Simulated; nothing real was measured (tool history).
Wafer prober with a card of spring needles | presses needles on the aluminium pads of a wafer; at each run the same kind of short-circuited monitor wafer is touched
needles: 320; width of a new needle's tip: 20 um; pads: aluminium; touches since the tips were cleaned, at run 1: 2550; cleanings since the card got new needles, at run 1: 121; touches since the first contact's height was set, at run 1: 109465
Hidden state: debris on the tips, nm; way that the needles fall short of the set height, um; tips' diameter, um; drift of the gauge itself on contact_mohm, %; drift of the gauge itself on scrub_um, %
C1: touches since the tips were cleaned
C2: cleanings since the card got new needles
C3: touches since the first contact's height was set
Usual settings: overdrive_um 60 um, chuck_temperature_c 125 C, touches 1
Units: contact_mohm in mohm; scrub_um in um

Run 1, hour 0.0: usual settings; C1 2550; C2 121; C3 109465. Result: contact_mohm 164 mohm, scrub_um 10.19 um.
At hour 2.6: tips cleaned on abrasive film.
At hour 15.1: tips cleaned on abrasive film.
At hour 27.6: tips cleaned on abrasive film.
At hour 37.6: tips cleaned on abrasive film.
At hour 47.6: tips cleaned on abrasive film.
At hour 57.7: tips cleaned on abrasive film.
At hour 60.4: height of the first contact set anew.
Run 2, hour 62.7: usual settings but chuck_temperature_c 81 C; C1 1253; C2 127; C3 598. Result: contact_mohm 155 mohm, scrub_um 10.12 um.
At hour 70.2: tips cleaned on abrasive film.
At hour 80.3: tips cleaned on abrasive film.
At hour 92.8: tips cleaned on abrasive film.
At hour 102.8: tips cleaned on abrasive film.
At hour 115.3: tips cleaned on abrasive film.
Run 3, hour 121.3: usual settings but chuck_temperature_c 81 C; C1 1586; C2 132; C3 15958. Result: contact_mohm 155 mohm, scrub_um 10.15 um.
At hour 126.4: tips cleaned on abrasive film.
At hour 136.4: tips cleaned on abrasive film.
At hour 148.9: tips cleaned on abrasive film.
At hour 158.9: tips cleaned on abrasive film.
At hour 171.4: tips cleaned on abrasive film.
At hour 181.4: tips cleaned on abrasive film.
Run 4, hour 189.5: usual settings but touches 2; C1 2133; C2 138; C3 33833. Result: contact_mohm 165 mohm, scrub_um 10.12 um.
At hour 192.1: tips cleaned on abrasive film.
At hour 202.1: tips cleaned on abrasive film.
At hour 212.1: tips cleaned on abrasive film.
At hour 222.2: tips cleaned on abrasive film.
Run 5, hour 225.7: usual settings but touches 2; C1 925; C2 142; C3 43285. Result: contact_mohm 163 mohm, scrub_um 10.12 um.
At hour 233.2: tips cleaned on abrasive film.
At hour 245.7: tips cleaned on abrasive film.
At hour 258.2: tips cleaned on abrasive film.
At hour 268.2: tips cleaned on abrasive film.
Run 6, hour 275.1: usual settings but touches 2; C1 1819; C2 146; C3 56254. Result: contact_mohm 162 mohm, scrub_um 10.17 um.
At hour 280.2: tips cleaned on abrasive film.
At hour 290.2: tips cleaned on abrasive film.
At hour 300.2: tips cleaned on abrasive film.
At hour 312.7: tips cleaned on abrasive film.
Run 7, hour 321.0: usual settings but touches 2; C1 2191; C2 150; C3 68284. Result: contact_mohm 163 mohm, scrub_um 10.14 um.
At hour 323.6: tips cleaned on abrasive film.
At hour 333.6: tips cleaned on abrasive film.
At hour 346.1: tips cleaned on abrasive film.
At hour 358.6: tips cleaned on abrasive film.
At hour 368.6: tips cleaned on abrasive film.
At hour 378.7: tips cleaned on abrasive film.
At hour 390.9: tips cleaned on abrasive film.
Run 8, hour 390.9: usual settings but touches 2; C1 0; C2 157; C3 86575. Result: contact_mohm 162 mohm, scrub_um 10.17 um.
At hour 403.4: tips cleaned on abrasive film.
At hour 413.4: tips cleaned on abrasive film.
At hour 424.3: tips cleaned on abrasive film.
Run 9, hour 424.3: usual settings but touches 2; C1 0; C2 160; C3 95329. Result: contact_mohm 165 mohm, scrub_um 10.10 um.
At hour 434.3: tips cleaned on abrasive film.
At hour 444.4: tips cleaned on abrasive film.
At hour 456.9: tips cleaned on abrasive film.
Run 10, hour 466.5: usual settings but touches 2; C1 2546; C2 163; C3 106402. Result: contact_mohm 161 mohm, scrub_um 10.11 um.
At hour 469.1: tips cleaned on abrasive film.
At hour 479.1: tips cleaned on abrasive film.
At hour 491.6: tips cleaned on abrasive film.
At hour 501.6: tips cleaned on abrasive film.
Run 11, hour 502.4: usual settings but overdrive_um 51 um; C1 203; C2 167; C3 115788. Result: contact_mohm 170 mohm, scrub_um 8.67 um.
At hour 512.4: tips cleaned on abrasive film.
At hour 522.4: tips cleaned on abrasive film.
At hour 532.5: tips cleaned on abrasive film.
At hour 539.8: height of the first contact set anew.
Run 12, hour 539.8: usual settings; C1 1852; C2 170; C3 0. Result: contact_mohm 162 mohm, scrub_um 10.10 um.
At hour 544.8: tips cleaned on abrasive film.
At hour 554.8: tips cleaned on abrasive film.
At hour 564.9: tips cleaned on abrasive film.
At hour 577.4: tips cleaned on abrasive film.
Run 13, hour 583.1: usual settings but chuck_temperature_c 52 C; C1 1516; C2 174; C3 11355. Result: contact_mohm 148 mohm, scrub_um 9.97 um.
At hour 588.2: tips cleaned on abrasive film.
At hour 598.2: tips cleaned on abrasive film.
At hour 608.2: tips cleaned on abrasive film.
At hour 618.2: tips cleaned on abrasive film.
At hour 630.7: tips cleaned on abrasive film.
At hour 643.3: tips cleaned on abrasive film.
Run 14, hour 652.0: usual settings but chuck_temperature_c 89 C, touches 3; C1 2319; C2 180; C3 29416. Result: contact_mohm 157 mohm, scrub_um 10.00 um.
At hour 654.6: tips cleaned on abrasive film.
At hour 667.1: tips cleaned on abrasive film.
At hour 679.6: tips cleaned on abrasive film.
At hour 689.6: tips cleaned on abrasive film.
At hour 702.1: tips cleaned on abrasive film.
At hour 714.6: tips cleaned on abrasive film.
Run 15, hour 716.6: usual settings but chuck_temperature_c 89 C, touches 3; C1 523; C2 186; C3 46338. Result: contact_mohm 158 mohm, scrub_um 10.16 um.
At hour 726.7: tips cleaned on abrasive film.
At hour 739.2: tips cleaned on abrasive film.
At hour 749.2: tips cleaned on abrasive film.
At hour 761.7: tips cleaned on abrasive film.
Run 16, hour 766.6: usual settings but chuck_temperature_c 82 C, touches 2; C1 1304; C2 190; C3 59449. Result: contact_mohm 154 mohm, scrub_um 10.06 um.
At hour 774.2: tips cleaned on abrasive film.
At hour 786.7: tips cleaned on abrasive film.
At hour 799.2: tips cleaned on abrasive film.
At hour 809.2: tips cleaned on abrasive film.
Run 17, hour 811.6: usual settings but chuck_temperature_c 108 C; C1 629; C2 194; C3 71230. Result: contact_mohm 159 mohm, scrub_um 10.09 um.
At hour 821.6: tips cleaned on abrasive film.
At hour 834.1: tips cleaned on abrasive film.
At hour 844.1: tips cleaned on abrasive film.
At hour 856.6: tips cleaned on abrasive film.
Run 18, hour 861.2: usual settings but chuck_temperature_c 108 C; C1 1200; C2 198; C3 84237. Result: contact_mohm 161 mohm, scrub_um 10.07 um.
At hour 868.7: tips cleaned on abrasive film.
At hour 878.7: tips cleaned on abrasive film.
At hour 891.2: tips cleaned on abrasive film.
At hour 901.3: tips cleaned on abrasive film.
At hour 913.8: tips cleaned on abrasive film.
Run 19, hour 915.7: usual settings but chuck_temperature_c 40 C; C1 498; C2 203; C3 98509. Result: contact_mohm 149 mohm, scrub_um 10.18 um.
At hour 925.7: tips cleaned on abrasive film.
At hour 935.7: tips cleaned on abrasive film.
At hour 945.7: tips cleaned on abrasive film.
At hour 958.2: tips cleaned on abrasive film.
Run 20, hour 966.1: usual settings but chuck_temperature_c 40 C; C1 2078; C2 207; C3 111738. Result: contact_mohm 146 mohm, scrub_um 9.92 um.
At hour 968.7: tips cleaned on abrasive film.
At hour 978.7: tips cleaned on abrasive film.
At hour 988.7: tips cleaned on abrasive film.
At hour 1001.2: tips cleaned on abrasive film.
At hour 1011.3: tips cleaned on abrasive film.
Run 21, hour 1016.0: usual settings but overdrive_um 41 um, touches 2; C1 1246; C2 212; C3 124791. Result: contact_mohm 175 mohm, scrub_um 6.90 um.
At hour 1018.7: height of the first contact set anew.
At hour 1023.8: tips cleaned on abrasive film.
At hour 1033.8: tips cleaned on abrasive film.
At hour 1043.9: tips cleaned on abrasive film.
At hour 1053.9: tips cleaned on abrasive film.
Run 22, hour 1057.9: usual settings but overdrive_um 41 um, touches 2; C1 1053; C2 216; C3 10237. Result: contact_mohm 176 mohm, scrub_um 6.85 um.
At hour 1065.4: tips cleaned on abrasive film.
At hour 1075.4: tips cleaned on abrasive film.
At hour 1085.4: tips cleaned on abrasive film.
At hour 1098.0: tips cleaned on abrasive film.
At hour 1110.5: tips cleaned on abrasive film.
Run 23, hour 1116.8: usual settings but overdrive_um 41 um, touches 2; C1 1688; C2 221; C3 25699. Result: contact_mohm 176 mohm, scrub_um 6.83 um.
At hour 1121.9: tips cleaned on abrasive film.
At hour 1131.9: tips cleaned on abrasive film.
At hour 1144.4: tips cleaned on abrasive film.
At hour 1156.9: tips cleaned on abrasive film.
At hour 1167.0: tips cleaned on abrasive film.
Run 24, hour 1173.8: usual settings but overdrive_um 41 um, touches 2; C1 1796; C2 226; C3 40614. Result: contact_mohm 175 mohm, scrub_um 6.87 um.

3 ways to go on from here, each from the tool as it stands after run 24. What would each give?
At hour 1178.8: tips cleaned on abrasive film.
At hour 1191.3: tips cleaned on abrasive film.
At hour 1203.8: tips cleaned on abrasive film.
At hour 1216.3: tips cleaned on abrasive film.
Run A, hour 1219.0: usual settings but overdrive_um 47 um, touches 2; C1 712; C2 230; C3 52477. Result: contact_mohm ?, scrub_um ?.
At hour 1178.8: tips cleaned on abrasive film.
At hour 1191.3: tips cleaned on abrasive film.
At hour 1203.8: tips cleaned on abrasive film.
At hour 1216.3: tips cleaned on abrasive film.
Run B, hour 1219.0: usual settings but overdrive_um 41 um, chuck_temperature_c 48 C; C1 712; C2 230; C3 52477. Result: contact_mohm ?, scrub_um ?.
At hour 1178.8: tips cleaned on abrasive film.
At hour 1191.3: tips cleaned on abrasive film.
At hour 1203.8: tips cleaned on abrasive film.
At hour 1216.3: tips cleaned on abrasive film.
Run C, hour 1219.0: usual settings but overdrive_um 44 um, chuck_temperature_c 65 C, touches 2; C1 712; C2 230; C3 52477. Result: contact_mohm ?, scrub_um ?.

run  contact_mohm  scrub_um
  A           166      7.83
  B           159      6.80
  C           159      7.25
Without the tool's hidden state the same runs would have given:
run  contact_mohm  scrub_um
  A           165      8.02
  B           159      6.96
  C           159      7.43
